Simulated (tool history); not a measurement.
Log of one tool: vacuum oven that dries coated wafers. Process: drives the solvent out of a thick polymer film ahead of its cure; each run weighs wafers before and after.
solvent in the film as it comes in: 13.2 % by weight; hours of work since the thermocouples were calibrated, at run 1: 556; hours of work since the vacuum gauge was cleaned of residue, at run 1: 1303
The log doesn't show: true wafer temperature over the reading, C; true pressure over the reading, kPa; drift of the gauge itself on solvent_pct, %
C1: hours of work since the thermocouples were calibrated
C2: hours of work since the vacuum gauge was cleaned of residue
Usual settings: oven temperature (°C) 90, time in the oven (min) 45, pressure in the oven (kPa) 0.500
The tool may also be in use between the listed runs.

{"run": 1, "hour": 0.0, "oven temperature (°C)": 90, "time in the oven (min)": 45, "pressure in the oven (kPa)": 0.5, "C1": 556, "C2": 1303, "solvent left in the film (%)": 1.46}
{"run": 2, "hour": 18.7, "oven temperature (°C)": 90, "time in the oven (min)": 45, "pressure in the oven (kPa)": 0.5, "C1": 570, "C2": 1317, "solvent left in the film (%)": 1.34}
{"run": 3, "hour": 64.2, "oven temperature (°C)": 90, "time in the oven (min)": 45, "pressure in the oven (kPa)": 0.5, "C1": 604, "C2": 1351, "solvent left in the film (%)": 1.36}
{"run": 4, "hour": 90.2, "oven temperature (°C)": 90, "time in the oven (min)": 45, "pressure in the oven (kPa)": 0.5, "C1": 624, "C2": 1371, "solvent left in the film (%)": 1.37}
{"run": 5, "hour": 118.4, "oven temperature (°C)": 90, "time in the oven (min)": 45, "pressure in the oven (kPa)": 0.5, "C1": 645, "C2": 1392, "solvent left in the film (%)": 1.45}
{"run": 6, "hour": 139.9, "oven temperature (°C)": 90, "time in the oven (min)": 45, "pressure in the oven (kPa)": 0.5, "C1": 661, "C2": 1408, "solvent left in the film (%)": 1.37}
{"run": 7, "hour": 182.1, "oven temperature (°C)": 90, "time in the oven (min)": 45, "pressure in the oven (kPa)": 0.5, "C1": 693, "C2": 1439, "solvent left in the film (%)": 1.4}
{"run": 8, "hour": 213.7, "oven temperature (°C)": 90, "time in the oven (min)": 45, "pressure in the oven (kPa)": 0.5, "C1": 716, "C2": 1463, "solvent left in the film (%)": 1.51}
{"run": 9, "hour": 246.0, "oven temperature (°C)": 90, "time in the oven (min)": 45, "pressure in the oven (kPa)": 0.879, "C1": 740, "C2": 1487, "solvent left in the film (%)": 1.66}
{"run": 10, "hour": 281.4, "oven temperature (°C)": 90, "time in the oven (min)": 45, "pressure in the oven (kPa)": 0.879, "C1": 767, "C2": 1514, "solvent left in the film (%)": 1.59}
{"hour": 286.1, "done": "oven's thermocouples calibrated"}
{"run": 11, "hour": 327.2, "oven temperature (°C)": 90, "time in the oven (min)": 45, "pressure in the oven (kPa)": 0.879, "C1": 31, "C2": 1547, "solvent left in the film (%)": 1.54}
{"run": 12, "hour": 365.5, "oven temperature (°C)": 90, "time in the oven (min)": 45, "pressure in the oven (kPa)": 0.879, "C1": 60, "C2": 1576, "solvent left in the film (%)": 1.6}
{"hour": 395.1, "done": "vacuum gauge cleaned of residue and calibrated"}
{"run": 13, "hour": 407.1, "oven temperature (°C)": 90, "time in the oven (min)": 45, "pressure in the oven (kPa)": 0.5, "C1": 90, "C2": 9, "solvent left in the film (%)": 1.43}
{"run": 14, "hour": 451.4, "oven temperature (°C)": 90, "time in the oven (min)": 45, "pressure in the oven (kPa)": 0.5, "C1": 123, "C2": 42, "solvent left in the film (%)": 1.44}
{"run": 15, "hour": 477.0, "oven temperature (°C)": 90, "time in the oven (min)": 45, "pressure in the oven (kPa)": 0.5, "C1": 142, "C2": 61, "solvent left in the film (%)": 1.38}
{"run": 16, "hour": 501.7, "oven temperature (°C)": 90, "time in the oven (min)": 45, "pressure in the oven (kPa)": 0.5, "C1": 160, "C2": 80, "solvent left in the film (%)": 1.36}
{"run": 17, "hour": 524.0, "oven temperature (°C)": 90, "time in the oven (min)": 45, "pressure in the oven (kPa)": 0.5, "C1": 177, "C2": 97, "solvent left in the film (%)": 1.42}
{"run": 18, "hour": 554.0, "oven temperature (°C)": 79, "time in the oven (min)": 23, "pressure in the oven (kPa)": 0.5, "C1": 200, "C2": 119, "solvent left in the film (%)": 6.31}
{"run": 19, "hour": 586.2, "oven temperature (°C)": 79, "time in the oven (min)": 23, "pressure in the oven (kPa)": 0.5, "C1": 224, "C2": 143, "solvent left in the film (%)": 6.35}
{"run": 20, "hour": 621.0, "oven temperature (°C)": 88, "time in the oven (min)": 23, "pressure in the oven (kPa)": 0.311, "C1": 250, "C2": 169, "solvent left in the film (%)": 4.07}
{"run": 21, "hour": 647.7, "oven temperature (°C)": 100, "time in the oven (min)": 31, "pressure in the oven (kPa)": 1.142, "C1": 270, "C2": 189, "solvent left in the film (%)": 1.08}

Forecast run 22:
{"run": 22, "hour": 678.2, "oven temperature (°C)": 100, "time in the oven (min)": 31, "pressure in the oven (kPa)": 1.142, "C1": 293, "C2": 212, "solvent left in the film (%)": "?"}

Run 22 gave solvent left in the film (%) 1.05.
Without the tool's hidden state the same run would have given solvent left in the film (%) 1.04.

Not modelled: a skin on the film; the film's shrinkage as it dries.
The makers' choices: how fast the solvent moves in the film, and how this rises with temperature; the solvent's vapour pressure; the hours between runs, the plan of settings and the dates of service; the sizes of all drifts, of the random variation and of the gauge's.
